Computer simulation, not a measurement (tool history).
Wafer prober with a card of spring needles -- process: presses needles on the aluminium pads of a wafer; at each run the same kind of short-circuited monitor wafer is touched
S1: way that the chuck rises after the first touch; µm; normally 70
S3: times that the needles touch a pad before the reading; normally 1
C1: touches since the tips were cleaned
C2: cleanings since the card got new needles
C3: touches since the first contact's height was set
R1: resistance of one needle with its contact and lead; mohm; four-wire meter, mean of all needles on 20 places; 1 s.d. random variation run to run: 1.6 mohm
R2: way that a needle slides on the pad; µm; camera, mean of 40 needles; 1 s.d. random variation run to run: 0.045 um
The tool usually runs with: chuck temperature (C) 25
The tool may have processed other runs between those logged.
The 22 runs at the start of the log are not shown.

-- hour=177.8 tips cleaned on abrasive film
run 23 hour=177.8 | S1=54 chuck_temperature_(C)=33 S3=1 | C1=0 C2=17 C3=152915 | R1=165 R2=12.51
run 24 hour=183.5 | S1=81 chuck_temperature_(C)=42 S3=1 | C1=2331 C2=17 C3=155246 | R1=167 R2=18.8
run 25 hour=195.2 | S1=90 chuck_temperature_(C)=25 S3=2 | C1=7207 C2=17 C3=160122 | R1=163 R2=20.95
-- hour=198.7 tips cleaned on abrasive film
run 26 hour=201 | S1=51 chuck_temperature_(C)=66 S3=2 | C1=972 C2=18 C3=162503 | R1=174 R2=11.81
run 27 hour=211.6 | S1=51 chuck_temperature_(C)=66 S3=2 | C1=5358 C2=18 C3=166889 | R1=175 R2=11.84
-- hour=219.6 tips cleaned on abrasive film
run 28 hour=222.5 | S1=70 chuck_temperature_(C)=25 S3=2 | C1=1171 C2=19 C3=171362 | R1=163 R2=16.25
run 29 hour=234 | S1=70 chuck_temperature_(C)=25 S3=1 | C1=5951 C2=19 C3=176142 | R1=163 R2=16.28
-- hour=240.1 tips cleaned on abrasive film
run 30 hour=240.2 | S1=70 chuck_temperature_(C)=25 S3=2 | C1=44 C2=20 C3=178695 | R1=163 R2=16.22
run 31 hour=250.7 | S1=70 chuck_temperature_(C)=25 S3=2 | C1=4393 C2=20 C3=183044 | R1=166 R2=16.23
run 32 hour=258 | S1=54 chuck_temperature_(C)=91 S3=1 | C1=7415 C2=20 C3=186066 | R1=178 R2=12.5
-- hour=261.2 tips cleaned on abrasive film
run 33 hour=264.9 | S1=54 chuck_temperature_(C)=92 S3=1 | C1=1545 C2=21 C3=188915 | R1=177 R2=12.58
-- hour=272.3 height of the first contact set anew
run 34 hour=274.1 | S1=70 chuck_temperature_(C)=100 S3=2 | C1=5237 C2=21 C3=748 | R1=178 R2=16.27

Predict each of these 5 candidate next runs independently; none follows another, all start after run 34:
run A hour=279.8 | S1=78 chuck_temperature_(C)=97 S3=1 | C1=7613 C2=21 C3=3124 | R1=? R2=?
run B hour=279.8 | S1=88 chuck_temperature_(C)=92 S3=2 | C1=7613 C2=21 C3=3124 | R1=? R2=?
run C hour=279.8 | S1=79 chuck_temperature_(C)=25 S3=1 | C1=7613 C2=21 C3=3124 | R1=? R2=?
run D hour=279.8 | S1=70 chuck_temperature_(C)=100 S3=2 | C1=7613 C2=21 C3=3124 | R1=? R2=?
run E hour=279.8 | S1=76 chuck_temperature_(C)=25 S3=1 | C1=7613 C2=21 C3=3124 | R1=? R2=?

run=A R1=177 R2=18.15
run=B R1=179 R2=20.49
run=C R1=163 R2=18.31
run=D R1=177 R2=16.19
run=E R1=165 R2=17.64
What these runs would have given with no unlogged condition in the tool:
run=A R1=177 R2=18.15
run=B R1=178 R2=20.49
run=C R1=163 R2=18.31
run=D R1=177 R2=16.19
run=E R1=165 R2=17.64
